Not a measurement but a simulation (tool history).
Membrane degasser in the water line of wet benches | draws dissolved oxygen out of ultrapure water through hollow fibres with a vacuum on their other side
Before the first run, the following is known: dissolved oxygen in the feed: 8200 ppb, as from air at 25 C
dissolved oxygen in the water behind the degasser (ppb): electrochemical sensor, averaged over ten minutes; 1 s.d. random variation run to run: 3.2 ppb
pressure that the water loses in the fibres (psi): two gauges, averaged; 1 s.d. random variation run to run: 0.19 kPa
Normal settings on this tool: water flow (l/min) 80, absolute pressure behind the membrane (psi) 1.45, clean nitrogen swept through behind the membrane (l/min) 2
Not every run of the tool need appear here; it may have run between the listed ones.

run,hour,water flow (l/min),absolute pressure behind the membrane (psi),clean nitrogen swept through behind the membrane (l/min),dissolved oxygen in the water behind the degasser (ppb),pressure that the water loses in the fibres (psi)
1,0,80,1.45,2,520.4,5.255
2,85,80,2.94,2,1209.2,5.255
3,185.4,80,2.94,2,1215.4,5.261
4,263.5,80,2.18,2,876.7,5.285
5,339.5,80,2.18,2,886.8,5.278
6,469.8,80,2.18,2,872.3,5.324
7,623.8,53,2.18,2,631.2,3.49
8,763.8,53,2.18,2,630.6,3.535
9,906.9,80,1.45,2,521.3,5.291
10,981.6,80,0.88,2,231,5.368
11,1138.5,80,0.88,2,230.9,5.358
12,1264.2,80,1.45,2,520.9,5.339
13,1388.2,80,1.45,2,525.5,5.278
14,1546.7,80,1.45,2,522.3,5.362
15,1689.8,80,1.45,2,520.6,5.308
16,1837.3,96,0.96,2,316.6,6.461
17,1999,69,3.22,2,1185.8,4.617
18,2115.9,69,3.22,2,1182.7,4.628
19,2260.3,69,3.22,2,1186.9,4.637
20,2429.5,80,1.04,2,313.2,5.362
21,2560.6,64,1.58,2,488.7,4.299
22,2715.7,64,1.58,2.9,358.5,4.257
23,2801.4,64,1.58,2.9,364.8,4.284
24,2969,64,1.58,2.9,357.8,4.337
25,3121.4,89,1.58,2.01,639.4,5.992
26,3213.2,81,1.12,2.95,261.3,5.477
27,3310.1,81,1.12,2.95,264.1,5.442
# hour 3420.9: gauge calibrated
28,3430,59,1.45,1.48,522.6,3.886
29,3606.9,112,1.26,0.88,920.8,7.374

Predict each of these 3 candidate next runs independently; none follows another, all start after run 29:
A,3694.3,121,2.55,5.33,?,?
B,3694.3,52,2.02,1.47,?,?
C,3694.3,80,1.74,2,?,?

run,dissolved oxygen in the water behind the degasser (ppb),pressure that the water loses in the fibres (psi)
A,683.3,8.01
B,736.1,3.403
C,666.1,5.266
Without the tool's unlogged condition, the same runs would have read:
run,dissolved oxygen in the water behind the degasser (ppb),pressure that the water loses in the fibres (psi)
A,682.9,7.979
B,735.8,3.39
C,665.8,5.245

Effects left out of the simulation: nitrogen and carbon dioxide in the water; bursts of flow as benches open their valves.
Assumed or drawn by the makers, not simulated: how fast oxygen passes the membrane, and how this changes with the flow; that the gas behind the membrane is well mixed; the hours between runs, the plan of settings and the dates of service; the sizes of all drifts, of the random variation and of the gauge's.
